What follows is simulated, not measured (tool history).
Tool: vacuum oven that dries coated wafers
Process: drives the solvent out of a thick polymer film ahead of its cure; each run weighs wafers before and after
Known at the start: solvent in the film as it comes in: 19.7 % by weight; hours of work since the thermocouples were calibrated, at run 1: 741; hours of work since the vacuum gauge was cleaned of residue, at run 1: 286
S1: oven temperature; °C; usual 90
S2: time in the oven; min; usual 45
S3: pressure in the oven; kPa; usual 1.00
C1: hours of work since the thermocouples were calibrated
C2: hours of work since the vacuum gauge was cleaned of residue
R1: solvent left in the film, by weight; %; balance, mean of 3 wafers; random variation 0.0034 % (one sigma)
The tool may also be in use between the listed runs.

Run 1, hour 0.0: usual settings; C1 741; C2 286. Result: R1 1.182 %.
Run 2, hour 16.9: usual settings; C1 748; C2 293. Result: R1 1.178 %.
Run 3, hour 36.0: usual settings but S3 1.95 kPa; C1 757; C2 302. Result: R1 1.406 %.
Run 4, hour 48.2: usual settings but S2 74 min; C1 763; C2 308. Result: R1 0.401 %.
Run 5, hour 70.7: usual settings but S2 74 min; C1 773; C2 318. Result: R1 0.397 %.
Run 6, hour 92.4: usual settings but S2 74 min; C1 783; C2 328. Result: R1 0.405 %.
At hour 95.4: vacuum gauge cleaned of residue and calibrated.
Run 7, hour 120.8: usual settings but S3 1.60 kPa; C1 795; C2 12. Result: R1 1.323 %.
Run 8, hour 136.8: usual settings but S3 1.60 kPa; C1 802; C2 19. Result: R1 1.326 %.
Run 9, hour 160.4: usual settings but S2 77 min; C1 813; C2 29. Result: R1 0.387 %.
Run 10, hour 181.6: usual settings but S1 82 °C, S2 51 min, S3 0.86 kPa; C1 822; C2 39. Result: R1 1.879 %.
Run 11, hour 195.4: usual settings but S1 104 °C, S2 41 min, S3 0.61 kPa; C1 829; C2 45. Result: R1 0.277 %.
Run 12, hour 210.3: usual settings but S1 103 °C, S2 41 min, S3 3.43 kPa; C1 835; C2 52. Result: R1 0.739 %.
Run 13, hour 227.8: usual settings but S1 75 °C, S2 52 min; C1 843; C2 60. Result: R1 3.224 %.
At hour 235.4: vacuum gauge cleaned of residue and calibrated, once more.
Run 14, hour 246.4: usual settings but S1 75 °C, S2 52 min; C1 851; C2 5. Result: R1 3.194 %.

Forecast each of these 3 alternatives for the next run:
Run A, hour 263.2: usual settings but S1 75 °C, S2 25 min, S3 1.72 kPa; C1 859; C2 13. Result: R1 ?.
Run B, hour 263.2: usual settings but S1 75 °C, S2 52 min, S3 3.28 kPa; C1 859; C2 13. Result: R1 ?.
Run C, hour 263.2: usual settings but S1 105 °C, S2 47 min, S3 2.58 kPa; C1 859; C2 13. Result: R1 ?.

run     R1
  A  7.419
  B  4.052
  C  0.437
Without the tool's hidden state the same runs would have given:
run     R1
  A  7.525
  B  4.154
  C  0.449
